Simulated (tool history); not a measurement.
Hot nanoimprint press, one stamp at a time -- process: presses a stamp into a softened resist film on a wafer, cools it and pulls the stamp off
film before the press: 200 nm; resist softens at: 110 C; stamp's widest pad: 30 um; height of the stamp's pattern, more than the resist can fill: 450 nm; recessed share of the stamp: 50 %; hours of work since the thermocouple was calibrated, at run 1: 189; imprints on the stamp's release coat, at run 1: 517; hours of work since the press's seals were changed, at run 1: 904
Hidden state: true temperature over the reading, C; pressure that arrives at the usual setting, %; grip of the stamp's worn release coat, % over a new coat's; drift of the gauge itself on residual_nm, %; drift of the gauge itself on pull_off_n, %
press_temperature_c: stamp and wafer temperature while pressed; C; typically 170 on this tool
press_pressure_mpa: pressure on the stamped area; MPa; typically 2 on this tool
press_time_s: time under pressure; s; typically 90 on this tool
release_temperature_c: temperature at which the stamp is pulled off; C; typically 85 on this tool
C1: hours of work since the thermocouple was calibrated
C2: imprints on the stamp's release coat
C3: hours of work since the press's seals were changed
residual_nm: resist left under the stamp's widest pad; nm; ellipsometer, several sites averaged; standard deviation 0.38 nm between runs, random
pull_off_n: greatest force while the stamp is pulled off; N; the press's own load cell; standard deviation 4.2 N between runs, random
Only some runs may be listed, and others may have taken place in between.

Run 1, day 0: usual settings; C1 189; C2 517; C3 904. Result: residual_nm 112.5 nm, pull_off_n 231 N.
Run 2, day 0.967: usual settings; C1 207; C2 610; C3 922. Result: residual_nm 112 nm, pull_off_n 234 N.
Run 3, day 2.254: usual settings; C1 232; C2 733; C3 946. Result: residual_nm 111.9 nm, pull_off_n 245 N.
Run 4, day 2.904: usual settings; C1 244; C2 795; C3 958. Result: residual_nm 111.6 nm, pull_off_n 249 N.
Run 5, day 3.862: usual settings but press_pressure_mpa 2.14 MPa; C1 261; C2 887; C3 976. Result: residual_nm 107.7 nm, pull_off_n 250 N.
Run 6, day 5.117: usual settings but press_pressure_mpa 2.14 MPa; C1 285; C2 1007; C3 1000. Result: residual_nm 108.4 nm, pull_off_n 250 N.
Run 7, day 5.792: usual settings; C1 297; C2 1071; C3 1012. Result: residual_nm 111.8 nm, pull_off_n 263 N.
Run 8, day 7.138: usual settings; C1 323; C2 1200; C3 1037. Result: residual_nm 112.4 nm, pull_off_n 267 N.
Run 9, day 8.208: usual settings; C1 343; C2 1302; C3 1057. Result: residual_nm 112.3 nm, pull_off_n 275 N.
Run 10, day 9.225: usual settings but press_pressure_mpa 1.58 MPa; C1 362; C2 1400; C3 1076. Result: residual_nm 124.3 nm, pull_off_n 277 N.
At day 10.496: stamp cleaned and given a new release coat.
Run 11, day 10.592: usual settings but press_pressure_mpa 1.58 MPa; C1 382; C2 9; C3 1097. Result: residual_nm 124.2 nm, pull_off_n 206 N.
Run 12, day 11.233: usual settings but press_pressure_mpa 1.58 MPa; C1 394; C2 71; C3 1109. Result: residual_nm 124.4 nm, pull_off_n 210 N.
At day 11.925: plate thermocouple calibrated.
Run 13, day 11.946: usual settings but press_pressure_mpa 1.58 MPa; C1 0; C2 127; C3 1120. Result: residual_nm 126.1 nm, pull_off_n 206 N.
Run 14, day 12.583: usual settings but press_time_s 59 s; C1 12; C2 188; C3 1132. Result: residual_nm 127.6 nm, pull_off_n 212 N.
Run 15, day 13.662: usual settings but press_time_s 59 s; C1 32; C2 291; C3 1152. Result: residual_nm 127.5 nm, pull_off_n 205 N.
Run 16, day 14.742: usual settings but press_pressure_mpa 1.64 MPa, press_time_s 59 s; C1 52; C2 394; C3 1172. Result: residual_nm 137.8 nm, pull_off_n 224 N.
Run 17, day 15.996: usual settings but release_temperature_c 84 C; C1 76; C2 514; C3 1196. Result: residual_nm 113.3 nm, pull_off_n 237 N.
Run 18, day 17.067: usual settings but press_pressure_mpa 2.55 MPa, release_temperature_c 76 C; C1 96; C2 617; C3 1216. Result: residual_nm 101.1 nm, pull_off_n 272 N.
Run 19, day 18.346: usual settings but press_pressure_mpa 1.57 MPa, release_temperature_c 84 C; C1 120; C2 739; C3 1239. Result: residual_nm 126.5 nm, pull_off_n 250 N.
Run 20, day 19.404: usual settings but press_pressure_mpa 1.57 MPa, release_temperature_c 84 C; C1 139; C2 840; C3 1259. Result: residual_nm 127.3 nm, pull_off_n 253 N.
Run 21, day 20.162: usual settings but press_pressure_mpa 1.57 MPa, release_temperature_c 84 C; C1 154; C2 913; C3 1273. Result: residual_nm 127.1 nm, pull_off_n 253 N.
Run 22, day 21.054: usual settings but press_temperature_c 169 C, press_pressure_mpa 2.57 MPa; C1 170; C2 998; C3 1290. Result: residual_nm 104.3 nm, pull_off_n 250 N.
Run 23, day 21.962: usual settings but press_temperature_c 169 C, press_pressure_mpa 2.21 MPa, press_time_s 87 s, release_temperature_c 75 C; C1 187; C2 1085; C3 1307. Result: residual_nm 112.8 nm, pull_off_n 294 N.

Expected results for the next run?
Run 24, day 23.058: usual settings but press_temperature_c 172 C; C1 208; C2 1189; C3 1327. Result: residual_nm ?, pull_off_n ?.

residual_nm: 107.1 nm
pull_off_n: 259 N
Were there no unlogged condition in the tool, this run, its random variation unchanged, would have produced residual_nm 103.3 nm, pull_off_n 194 N.
